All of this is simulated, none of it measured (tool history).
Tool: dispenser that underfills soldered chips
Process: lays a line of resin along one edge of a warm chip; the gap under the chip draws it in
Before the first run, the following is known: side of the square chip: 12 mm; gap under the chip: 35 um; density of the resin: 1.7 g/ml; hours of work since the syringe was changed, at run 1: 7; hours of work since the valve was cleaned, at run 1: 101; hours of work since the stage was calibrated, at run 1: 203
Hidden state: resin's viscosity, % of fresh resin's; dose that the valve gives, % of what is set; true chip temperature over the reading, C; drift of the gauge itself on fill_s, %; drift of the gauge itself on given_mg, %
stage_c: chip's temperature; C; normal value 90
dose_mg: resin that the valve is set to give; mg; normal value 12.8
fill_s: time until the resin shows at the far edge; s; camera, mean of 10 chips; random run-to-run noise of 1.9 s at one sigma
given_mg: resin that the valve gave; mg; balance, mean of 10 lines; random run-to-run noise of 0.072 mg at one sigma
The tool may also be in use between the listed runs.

run,hour,stage_c,dose_mg,hours of work since the syringe was changed,hours of work since the valve was cleaned,hours of work since the stage was calibrated,fill_s,given_mg
1,0,90,12.8,7,101,203,341.8,11.87
# hour 1.6: new syringe of resin
2,11.6,90,12.8,7,108,210,339.8,11.98
# hour 13.9: new syringe of resin
3,23.2,90,12.8,6,116,218,327,11.8
# hour 26.7: new syringe of resin
4,31,90,12.8,3,121,223,255.2,11.66
5,36,82,12.8,6,124,226,491.9,11.76
# hour 39: new syringe of resin
6,41.7,82,12.8,2,128,230,353.5,11.65
7,49.6,82,12.8,7,133,235,529.1,11.53
# hour 52: new syringe of resin
8,55.3,82,12.8,2,137,239,358.3,11.5
# hour 59: dispensing valve cleaned and set on the balance
# hour 65.9: new syringe of resin
9,66.8,82,12.8,1,5,245,316.8,12.78
10,76,82,12.8,7,11,252,506.3,12.69
# hour 78.5: new syringe of resin
11,82,90,13.7,2,15,255,243.3,13.64
12,87.6,90,13.7,6,19,259,332,13.57
# hour 91: new syringe of resin
13,98.2,85,15.9,5,25,266,369,15.56
# hour 103.3: new syringe of resin
14,104.8,77,11.7,1,30,270,426.4,11.43
15,113.4,77,11.7,7,35,276,673.7,11.32
# hour 115.4: new syringe of resin
16,121.7,83,11.6,4,41,281,412.5,11.27
# hour 128.3: new syringe of resin
17,128.3,79,16.2,0,45,285,343,15.64
18,138.6,79,11.5,7,52,292,614.3,11.21
# hour 140.5: new syringe of resin
19,144.2,93,13.6,2,55,296,214.4,13.1

Here are 4 independent what-if runs from the current tool condition. What would each one return?
# hour 153: new syringe of resin
A,154.9,92,12.5,1,62,302,?,?
# hour 153: new syringe of resin
B,154.9,100,16.5,1,62,302,?,?
# hour 153: new syringe of resin
C,154.9,93,11.6,1,62,302,?,?
# hour 153: new syringe of resin
D,154.9,88,12.4,1,62,302,?,?

run,fill_s,given_mg
A,204.2,11.92
B,136.6,15.76
C,198.7,11.13
D,249.9,11.96
Take away the tool's hidden state, keep each run's random variation, and the runs would have read:
run,fill_s,given_mg
A,171.9,12.44
B,116.1,16.44
C,166.9,11.61
D,209.9,12.47
